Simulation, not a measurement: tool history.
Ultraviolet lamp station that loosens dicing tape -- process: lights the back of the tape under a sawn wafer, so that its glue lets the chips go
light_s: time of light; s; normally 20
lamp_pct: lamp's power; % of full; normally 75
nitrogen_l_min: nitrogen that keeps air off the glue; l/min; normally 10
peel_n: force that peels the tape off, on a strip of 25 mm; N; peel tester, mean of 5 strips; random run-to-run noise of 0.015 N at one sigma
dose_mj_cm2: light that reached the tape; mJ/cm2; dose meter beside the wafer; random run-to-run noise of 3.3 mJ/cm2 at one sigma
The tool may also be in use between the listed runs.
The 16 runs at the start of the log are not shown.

run	hour	light_s	lamp_pct	nitrogen_l_min	hours of work of the lamp	hours of work since the window was cleaned	peel_n	dose_mj_cm2
17	1232.2	20	75	3	1061	96	1.782	515
18	1288.8	20	75	3	1088	123	1.773	525
19	1343.3	11	75	10	1114	149	1.837	280
20	1431.6	11	75	10	1156	191	1.846	288
21	1471.4	11	75	6	1175	210	2.38	282
22	1549.2	32	83	5	1212	247	0.371	915
23	1632.7	32	83	5	1252	287	0.381	913
24	1711	13	83	5	1289	324	1.996	378
25	1779.4	20	76	13	1322	357	0.536	524
26	1867.3	40	89	15	1364	399	0.107	1223
27	1907.2	20	66	4	1383	418	1.708	456
28	1951.6	20	66	4	1404	439	1.706	460
29	2028.5	20	79	4	1441	476	1.315	545
30	2115.7	20	75	10	1482	517	0.705	515
# hour 2161.8: window cleaned of glue's vapour
31	2200.7	24	97	7	1523	19	0.363	803
32	2290.4	24	97	7	1566	61	0.352	801
33	2336	24	97	18	1587	83	0.15	799
34	2403	12	97	18	1619	115	0.766	400
35	2465.2	39	93	17	1649	145	0.108	1252
# hour 2527.9: lamp changed
36	2535.5	29	67	10	4	178	0.367	671
37	2608.1	29	67	10	38	213	0.382	671
38	2676.5	19	75	10	71	245	0.771	497
39	2769.5	20	85	10	115	290	0.524	589
40	2822.6	12	82	7	141	315	1.828	343

Forecast each of these 5 alternatives for the next run:
A	2879.4	12	82	6	168	342	?	?
B	2879.4	20	75	3	168	342	?	?
C	2879.4	10	75	3	168	342	?	?
D	2879.4	12	72	19	168	342	?	?
E	2879.4	37	82	13	168	342	?	?

run	peel_n	dose_mj_cm2
A	1.983	337
B	1.743	516
C	3.522	254
D	1.238	297
E	0.122	1040
What these runs would have given with no unlogged condition in the tool:
run	peel_n	dose_mj_cm2
A	1.982	337
B	1.742	516
C	3.521	254
D	1.237	297
E	0.121	1041
